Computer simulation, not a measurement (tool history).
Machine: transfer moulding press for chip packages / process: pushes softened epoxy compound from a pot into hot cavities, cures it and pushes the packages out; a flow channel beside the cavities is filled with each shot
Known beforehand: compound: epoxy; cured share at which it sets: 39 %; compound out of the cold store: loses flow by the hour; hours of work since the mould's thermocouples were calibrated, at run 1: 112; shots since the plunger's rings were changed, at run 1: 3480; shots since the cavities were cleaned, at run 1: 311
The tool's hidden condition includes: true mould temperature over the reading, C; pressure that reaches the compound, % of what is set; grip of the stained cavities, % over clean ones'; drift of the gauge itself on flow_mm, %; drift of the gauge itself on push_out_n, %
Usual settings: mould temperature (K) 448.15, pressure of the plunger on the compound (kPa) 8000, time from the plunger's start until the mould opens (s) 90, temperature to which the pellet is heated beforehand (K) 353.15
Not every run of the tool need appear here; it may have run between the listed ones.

| run | hour | mould temperature (K) | pressure of the plunger on the compound (kPa) | time from the plunger's start until the mould opens (s) | temperature to which the pellet is heated beforehand (K) | hours of work since the mould's thermocouples were calibrated | shots since the plunger's rings were changed | shots since the cavities were cleaned | incoming compound's hours out of the cold store | length that the compound runs in the flow channel (mm) | greatest force on the pins that push the packages out (N) |
|---|---|---|---|---|---|---|---|---|---|---|---|
| 1 | 0.0 | 448.15 | 8000 | 90 | 353.15 | 112 | 3480 | 311 | 33.7 | 733 | 516 |
| 2 | 12.9 | 448.15 | 8000 | 90 | 353.15 | 120 | 3636 | 467 | 18.2 | 784 | 550 |
|  | 20.5 | cavities cleaned with cleaning compound and waxed |
| 3 | 37.5 | 448.15 | 8000 | 93 | 353.15 | 132 | 3913 | 204 | 30.9 | 742 | 466 |
| 4 | 59.1 | 448.15 | 6140 | 90 | 353.15 | 144 | 4172 | 463 | 32.3 | 636 | 538 |
|  | 67.1 | cavities cleaned with cleaning compound and waxed |
| 5 | 75.2 | 448.15 | 6140 | 113 | 353.15 | 152 | 4348 | 97 | 46.9 | 602 | 363 |
| 6 | 95.2 | 441.15 | 8000 | 90 | 353.15 | 164 | 4589 | 338 | 28.8 | 762 | 821 |
|  | 113.8 | cavities cleaned with cleaning compound and waxed |
| 7 | 114.5 | 448.15 | 8000 | 90 | 354.15 | 173 | 4803 | 9 | 35.4 | 719 | 428 |
| 8 | 124.3 | 455.15 | 8000 | 90 | 350.15 | 179 | 4921 | 127 | 26.7 | 724 | 379 |
| 9 | 147.1 | 441.15 | 6760 | 91 | 355.15 | 192 | 5195 | 401 | 18.0 | 735 | 832 |
| 10 | 157.4 | 456.15 | 6990 | 90 | 353.15 | 197 | 5319 | 525 | 39.7 | 635 | 437 |
|  | 160.8 | cavities cleaned with cleaning compound and waxed |
| 11 | 174.2 | 456.15 | 6990 | 90 | 353.15 | 206 | 5503 | 161 | 12.2 | 720 | 382 |

Consider 3 possible next runs. They are alternatives, not a sequence: every one starts from the tool as it was left by run 11. What does each give?
|  | 197.5 | plunger's sealing rings changed |
| A | 198.2 | 448.15 | 7900 | 90 | 353.15 | 218 | 9 | 420 | 19.1 | ? | ? |
|  | 197.5 | plunger's sealing rings changed |
| B | 198.2 | 456.15 | 6600 | 90 | 353.15 | 218 | 9 | 420 | 12.1 | ? | ? |
|  | 197.5 | plunger's sealing rings changed |
| C | 198.2 | 446.15 | 8000 | 90 | 353.15 | 218 | 9 | 420 | 12.1 | ? | ? |

| run | length that the compound runs in the flow channel (mm) | greatest force on the pins that push the packages out (N) |
|---|---|---|
| A | 804 | 553 |
| B | 742 | 442 |
| C | 848 | 620 |
Without the tool's hidden state the same runs would have given:
| run | length that the compound runs in the flow channel (mm) | greatest force on the pins that push the packages out (N) |
|---|---|---|
| A | 806 | 435 |
| B | 744 | 341 |
| C | 850 | 492 |
